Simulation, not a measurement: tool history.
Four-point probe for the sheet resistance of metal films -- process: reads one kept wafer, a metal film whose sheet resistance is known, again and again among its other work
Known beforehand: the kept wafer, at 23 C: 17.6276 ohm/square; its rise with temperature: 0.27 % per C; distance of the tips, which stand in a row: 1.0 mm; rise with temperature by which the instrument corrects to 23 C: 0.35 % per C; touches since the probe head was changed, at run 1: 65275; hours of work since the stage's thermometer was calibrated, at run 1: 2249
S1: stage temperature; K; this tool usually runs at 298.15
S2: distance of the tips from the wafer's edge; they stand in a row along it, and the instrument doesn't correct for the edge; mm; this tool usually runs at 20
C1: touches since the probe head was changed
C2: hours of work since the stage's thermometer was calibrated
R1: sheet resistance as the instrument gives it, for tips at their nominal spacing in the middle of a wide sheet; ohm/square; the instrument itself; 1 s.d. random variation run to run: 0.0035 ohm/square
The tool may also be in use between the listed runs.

run	hour	S1	S2	C1	C2	R1
1	0	298.15	20	65275	2249	17.627233
# hour 21.3: stage's thermometer calibrated
2	45.1	298.15	20	66393	13	17.623536
3	108.6	304.15	20	67984	47	17.539255
4	146.2	304.15	20	68923	67	17.540992
5	184.8	298.15	20	69891	88	17.621238
6	227.8	298.15	20	70967	111	17.618393
7	304.6	298.15	20	72890	153	17.624235
8	382.4	298.15	20	74840	195	17.623626
9	459.6	298.15	20	76772	237	17.623417
10	517.3	304.15	23	78219	268	17.534528
11	584	300.15	9	79888	304	17.688011
12	615.4	300.15	9	80677	321	17.692902
13	686.5	300.15	9	82456	359	17.685174
14	744.6	301.15	43	83912	390	17.558344
15	820.9	301.15	8	85822	432	17.708245

Forecast each of these 3 alternatives for the next run:
A	859.7	301.15	71	86794	453	?
B	859.7	298.15	47	86794	453	?
C	859.7	307.15	8	86794	453	?

run	R1
A	17.550625
B	17.605915
C	17.618386
The same runs, with their run-to-run variation unchanged, on a tool lacking any hidden condition would have given:
run	R1
A	17.550838
B	17.606129
C	17.618602
